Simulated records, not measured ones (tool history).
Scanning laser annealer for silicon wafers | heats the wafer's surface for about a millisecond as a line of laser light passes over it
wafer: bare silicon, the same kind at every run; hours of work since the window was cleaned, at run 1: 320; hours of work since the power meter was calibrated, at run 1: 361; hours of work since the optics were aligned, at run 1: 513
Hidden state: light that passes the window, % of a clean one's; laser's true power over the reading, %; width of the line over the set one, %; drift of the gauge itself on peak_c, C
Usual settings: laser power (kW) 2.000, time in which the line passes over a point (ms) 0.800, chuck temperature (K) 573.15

run	day	laser power (kW)	time in which the line passes over a point (ms)	chuck temperature (K)	hours of work since the window was cleaned	hours of work since the power meter was calibrated	hours of work since the optics were aligned	highest temperature of the surface (K)
1	0.000	2.000	0.800	573.15	320	361	513	1273.15
2	1.504	2.000	0.800	592.15	337	377	529	1291.15
3	2.771	2.000	0.800	592.15	351	392	544	1288.15
4	4.550	2.000	0.686	592.15	371	412	564	1242.15
5	5.850	2.000	0.686	592.15	386	426	578	1236.15
6	7.142	2.000	0.686	592.15	400	441	593	1240.15
7	9.233	2.000	0.686	592.15	424	464	616	1236.15
8	11.796	2.000	0.686	592.15	452	493	645	1236.15
9	13.529	2.146	0.723	575.15	472	512	664	1294.15
10	15.779	2.000	0.950	573.15	497	538	690	1320.15
# day 16.708: window over the wafer cleaned
11	18.012	2.102	0.800	580.15	15	562	714	1333.15
12	20.454	2.102	0.755	566.15	42	589	741	1296.15

The next listed run, before its measurement:
13	21.596	2.102	0.652	607.15	55	602	754	?

{"run 13": {"highest temperature of the surface (K)": 1290.15}}
Without the tool's hidden state the same run would have given highest temperature of the surface (K) 1305.15.
